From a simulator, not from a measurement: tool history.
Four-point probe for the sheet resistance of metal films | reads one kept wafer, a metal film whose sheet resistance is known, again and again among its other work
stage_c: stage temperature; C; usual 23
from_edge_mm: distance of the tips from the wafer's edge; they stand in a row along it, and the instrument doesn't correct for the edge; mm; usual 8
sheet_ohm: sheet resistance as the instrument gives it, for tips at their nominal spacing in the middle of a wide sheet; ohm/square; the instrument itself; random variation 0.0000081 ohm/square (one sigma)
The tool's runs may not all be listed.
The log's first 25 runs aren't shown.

run   hour  stage_c  from_edge_mm  sheet_ohm
 26  274.1       20            41   0.040499
 27  281.5       25             8   0.040484
 28    293       23            26   0.040439
 29  303.9       23            26   0.040437
 30  313.3       19            45   0.040507
 31  326.9       32             7   0.040352
 32  338.3       18            66   0.040548
 33  346.7       21            16   0.040489
 34  353.9       32            12   0.040287
 35  365.9       19            72   0.040503
 36  378.1       32            16   0.040283
 37  390.3       29             8   0.040397
 38  402.2       29             8   0.040396

The next listed run, before its measurement:
 39  414.8       26             8          ?

{"run 39": {"sheet_ohm": 0.040435}}
Without the tool's hidden state the same run would have given sheet_ohm 0.040618 ohm/square.
